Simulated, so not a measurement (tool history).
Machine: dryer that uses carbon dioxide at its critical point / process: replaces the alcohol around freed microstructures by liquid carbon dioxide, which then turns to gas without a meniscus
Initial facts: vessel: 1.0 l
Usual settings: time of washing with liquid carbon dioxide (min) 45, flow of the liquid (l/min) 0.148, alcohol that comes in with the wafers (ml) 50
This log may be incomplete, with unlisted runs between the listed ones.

run    hour  time of washing with liquid carbon dioxide (min)  flow of the liquid (l/min)  alcohol that comes in with the wafers (ml)  alcohol left in the vessel before it's heated (ppm by volume)
  1     0.0                                                45                       0.148                                          50                                                            522
        9.4  -- purifier's bed changed
  2    41.5                                                45                       0.148                                          50                                                            492
  3    86.5                                                45                       0.148                                          50                                                            534
  4   129.7                                                45                       0.148                                          50                                                            576
  5   179.3                                                45                       0.148                                          50                                                            622
  6   212.5                                                45                       0.148                                          50                                                            637
      246.1  -- inlet filter changed
  7   261.9                                                70                       0.148                                          50                                                             33
  8   288.5                                                45                       0.148                                         110                                                            711
  9   320.2                                                45                       0.148                                          50                                                            349
 10   361.9                                                45                       0.148                                          50                                                            363
 11   387.6                                                45                       0.148                                          50                                                            379
 12   435.7                                                45                       0.148                                          50                                                            401
 13   460.7                                                41                       0.148                                          50                                                            625
 14   499.3                                                41                       0.221                                          50                                                            107
 15   530.5                                                41                       0.221                                          50                                                            115
 16   577.0                                                41                       0.221                                          50                                                            131
 17   602.5                                                41                       0.221                                          50                                                            126
 18   624.0                                                45                       0.148                                          50                                                            532
 19   645.3                                                45                       0.148                                          50                                                            537
 20   684.3                                                45                       0.148                                          50                                                            567
 21   709.3                                                45                       0.148                                          50                                                            592
 22   760.8                                                45                       0.148                                          50                                                            644
      786.6  -- purifier's bed changed
 23   807.1                                                45                       0.103                                          50                                                           2368
      843.5  -- inlet filter changed
 24   847.4                                                45                       0.103                                          50                                                           1442
 25   895.5                                                42                       0.200                                          50                                                             94
 26   945.7                                                54                       0.200                                          50                                                             29
 27   986.9                                                49                       0.172                                         102                                                            208
 28  1031.5                                                63                       0.148                                          50                                                             74
 29  1059.7                                                63                       0.148                                          50                                                             83
 30  1103.7                                                28                       0.173                                          50                                                           1547
 31  1131.8                                                31                       0.180                                          50                                                            954
 32  1164.6                                                53                       0.090                                          23                                                            819
 33  1212.9                                                52                       0.090                                          91                                                           3530
 34  1263.0                                                45                       0.148                                          71                                                            754
 35  1294.9                                                35                       0.169                                          22                                                            438
 36  1318.6                                                35                       0.249                                          22                                                            108
 37  1369.3                                                35                       0.163                                          26                                                            627
 38  1394.7                                                44                       0.165                                          50                                                            442
     1437.8  -- inlet filter changed
 39  1446.8                                                44                       0.165                                          50                                                            237
 40  1475.4                                                47                       0.160                                          28                                                            151
 41  1515.7                                                38                       0.160                                          28                                                            334
     1565.3  -- purifier's bed changed
 42  1565.3                                                38                       0.160                                          28                                                            309
 43  1600.3                                                34                       0.112                                          50                                                           3055
 44  1634.0                                                63                       0.226                                          27                                                             17
 45  1675.3                                                43                       0.220                                          75                                                             92
 46  1715.2                                                45                       0.148                                          95                                                            815
 47  1752.2                                                45                       0.094                                         116                                                           5864
 48  1799.7                                                29                       0.101                                          23                                                           3024

3 ways to go on from here, each from the tool as it stands after run 48. What would each give?
  A  1838.1                                                29                       0.113                                          53                                                              ?
  B  1838.1                                                45                       0.133                                          50                                                              ?
  C  1838.1                                                50                       0.219                                          44                                                              ?

run  alcohol left in the vessel before it's heated (ppm by volume)
  A                                                           5564
  B                                                            835
  C                                                             43
Had the tool no hidden state, the same runs would have come out as:
run  alcohol left in the vessel before it's heated (ppm by volume)
  A                                                           4228
  B                                                            497
  C                                                             10

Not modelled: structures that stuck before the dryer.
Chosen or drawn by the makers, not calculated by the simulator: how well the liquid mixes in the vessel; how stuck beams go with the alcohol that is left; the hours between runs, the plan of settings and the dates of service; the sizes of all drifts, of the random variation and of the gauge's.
